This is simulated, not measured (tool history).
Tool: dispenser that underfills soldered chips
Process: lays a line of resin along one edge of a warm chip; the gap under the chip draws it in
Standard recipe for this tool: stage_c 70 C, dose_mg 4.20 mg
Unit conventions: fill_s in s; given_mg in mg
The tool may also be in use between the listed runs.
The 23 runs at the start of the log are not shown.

run	hour	stage_c	dose_mg	hours of work since the syringe was changed	hours of work since the valve was cleaned	hours of work since the stage was calibrated	fill_s	given_mg
24	251.5	84	4.36	11	22	334	21.0	4.34
# hour 252.7: new syringe of resin
25	262.9	84	4.26	7	30	342	15.3	4.17
# hour 271.0: new syringe of resin
26	278.1	84	4.26	5	40	352	13.8	4.21
27	285.1	84	4.26	10	45	357	19.6	4.16
# hour 288.8: new syringe of resin
28	294.6	84	4.26	4	51	363	12.7	4.11
29	301.9	84	4.69	9	56	368	17.7	4.55
# hour 306.3: new syringe of resin
30	311.1	73	4.94	3	62	374	17.3	4.78
# hour 324.2: new syringe of resin
31	324.7	65	3.77	0	71	383	19.4	3.68
32	331.8	62	4.36	5	76	388	29.4	4.14
# hour 342.3: new syringe of resin
33	346.9	60	4.04	3	86	398	27.2	3.83
# hour 361.0: new syringe of resin
34	361.7	60	4.04	1	95	408	23.3	3.84
35	369.9	60	3.91	6	101	413	34.9	3.66
# hour 378.8: new syringe of resin
36	380.5	70	5.22	1	108	420	14.8	4.94

Consider 4 possible next runs. They are alternatives, not a sequence: every one starts from the tool as it was left by run 36. What does each give?
A	394.3	77	3.99	10	117	430	?	?
B	394.3	83	5.39	10	117	430	?	?
C	394.3	77	5.03	10	117	430	?	?
D	394.3	65	3.69	10	117	430	?	?

run	fill_s	given_mg
A	26.0	3.70
B	20.5	5.05
C	24.8	4.65
D	40.1	3.53
Had the tool no hidden state, the same runs would have come out as:
run	fill_s	given_mg
A	13.0	3.96
B	10.6	5.39
C	12.5	4.97
D	19.9	3.77

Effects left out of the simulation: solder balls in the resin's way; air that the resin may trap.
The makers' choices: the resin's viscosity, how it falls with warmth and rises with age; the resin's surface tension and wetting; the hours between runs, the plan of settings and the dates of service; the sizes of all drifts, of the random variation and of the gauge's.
